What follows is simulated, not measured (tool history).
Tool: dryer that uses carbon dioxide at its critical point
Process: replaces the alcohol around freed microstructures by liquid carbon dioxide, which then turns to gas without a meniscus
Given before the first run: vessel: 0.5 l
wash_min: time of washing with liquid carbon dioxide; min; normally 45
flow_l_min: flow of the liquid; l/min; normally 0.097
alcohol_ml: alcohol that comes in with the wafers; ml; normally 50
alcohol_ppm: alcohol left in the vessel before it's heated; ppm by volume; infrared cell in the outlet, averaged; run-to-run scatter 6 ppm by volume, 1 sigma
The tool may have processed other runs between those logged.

Run 1, day 0: usual settings. Result: alcohol_ppm 427 ppm by volume.
Run 2, day 0.971: usual settings. Result: alcohol_ppm 413 ppm by volume.
Run 3, day 2.042: usual settings. Result: alcohol_ppm 424 ppm by volume.
Run 4, day 4.088: usual settings. Result: alcohol_ppm 419 ppm by volume.
At day 5.704: inlet filter changed.
Run 5, day 6.067: usual settings. Result: alcohol_ppm 364 ppm by volume.
Run 6, day 7.238: usual settings. Result: alcohol_ppm 368 ppm by volume.
Run 7, day 8.692: usual settings. Result: alcohol_ppm 374 ppm by volume.
Run 8, day 10.346: usual settings. Result: alcohol_ppm 407 ppm by volume.
Run 9, day 11.35: usual settings. Result: alcohol_ppm 398 ppm by volume.
Run 10, day 12.704: usual settings but wash_min 43 min, alcohol_ml 102 ml. Result: alcohol_ppm 815 ppm by volume.
Run 11, day 13.929: usual settings but wash_min 62 min, flow_l_min 0.1513 l/min, alcohol_ml 81 ml. Result: alcohol_ppm 161 ppm by volume.
Run 12, day 15.296: usual settings but wash_min 62 min, flow_l_min 0.1513 l/min, alcohol_ml 81 ml. Result: alcohol_ppm 174 ppm by volume.
Run 13, day 16.758: usual settings but wash_min 29 min, flow_l_min 0.0815 l/min, alcohol_ml 87 ml. Result: alcohol_ppm 7373 ppm by volume.
Run 14, day 18.325: usual settings but wash_min 33 min, flow_l_min 0.0822 l/min. Result: alcohol_ppm 2763 ppm by volume.
Run 15, day 19.921: usual settings but flow_l_min 0.0705 l/min, alcohol_ml 51 ml. Result: alcohol_ppm 1698 ppm by volume.
Run 16, day 21.075: usual settings but wash_min 49 min, flow_l_min 0.0705 l/min, alcohol_ml 51 ml. Result: alcohol_ppm 1236 ppm by volume.
Run 17, day 21.917: usual settings but wash_min 67 min, flow_l_min 0.0631 l/min. Result: alcohol_ppm 599 ppm by volume.

Below are 4 alternative next runs, each starting from the tool's condition after run 17. Predict each:
Run A, day 22.833: usual settings but flow_l_min 0.0976 l/min, alcohol_ml 22 ml. Result: alcohol_ppm ?.
Run B, day 22.833: usual settings but wash_min 48 min, flow_l_min 0.1399 l/min, alcohol_ml 36 ml. Result: alcohol_ppm ?.
Run C, day 22.833: usual settings but flow_l_min 0.147 l/min. Result: alcohol_ppm ?.
Run D, day 22.833: usual settings but wash_min 34 min, flow_l_min 0.091 l/min. Result: alcohol_ppm ?.

run  alcohol_ppm
  A          314
  B          197
  C          202
  D         1762
Had the tool no hidden state, the same runs would have come out as:
run  alcohol_ppm
  A          100
  B           14
  C           14
  D         1304
